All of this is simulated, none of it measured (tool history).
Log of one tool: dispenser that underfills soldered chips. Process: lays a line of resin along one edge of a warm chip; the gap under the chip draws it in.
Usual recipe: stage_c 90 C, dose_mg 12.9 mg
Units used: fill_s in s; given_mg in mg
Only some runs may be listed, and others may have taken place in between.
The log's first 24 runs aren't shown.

run	hour	stage_c	dose_mg	hours of work since the syringe was changed	hours of work since the valve was cleaned	hours of work since the stage was calibrated	fill_s	given_mg
# hour 220.6: new syringe of resin
25	228.1	97	12.9	5	95	241	328.2	11.83
# hour 233.7: dispensing valve cleaned and set on the balance
# hour 240.4: new syringe of resin
26	242.1	97	12	1	5	249	229.6	11.9
27	254.7	97	12.9	10	14	258	460.7	12.74
# hour 258.7: new syringe of resin
28	263.7	97	12.9	3	20	263	282.1	12.8
29	271.9	93	13.4	9	25	269	536.6	13.08
# hour 276.8: new syringe of resin
30	278.8	97	12.9	1	29	273	242.3	12.53
31	288.8	96	14.1	8	36	280	430.9	13.65
# hour 294.8: new syringe of resin
32	301.7	101	13.9	5	45	288	258.9	13.56
# hour 312.9: new syringe of resin
33	312.9	98	12.1	0	52	296	202.2	11.74
34	323.6	98	13.4	7	59	303	357.8	12.84
# hour 331.4: new syringe of resin
35	331.4	91	15.7	0	64	308	260.8	14.98

5 options for the next run, each taken on its own from the tool as it stands now. Forecast them:
A	337.7	103	13.5	4	68	312	?	?
B	337.7	91	11.6	4	68	312	?	?
C	337.7	94	12.7	4	68	312	?	?
D	337.7	85	12.9	4	68	312	?	?
E	337.7	98	12	4	68	312	?	?

run	fill_s	given_mg
A	224.4	12.84
B	402.1	11.03
C	341.9	12.09
D	524.4	12.28
E	285.4	11.46
What these runs would have given with no unlogged condition in the tool:
run	fill_s	given_mg
A	168.3	13.53
B	300.9	11.62
C	256.6	12.73
D	395.2	12.93
E	213.5	12.06
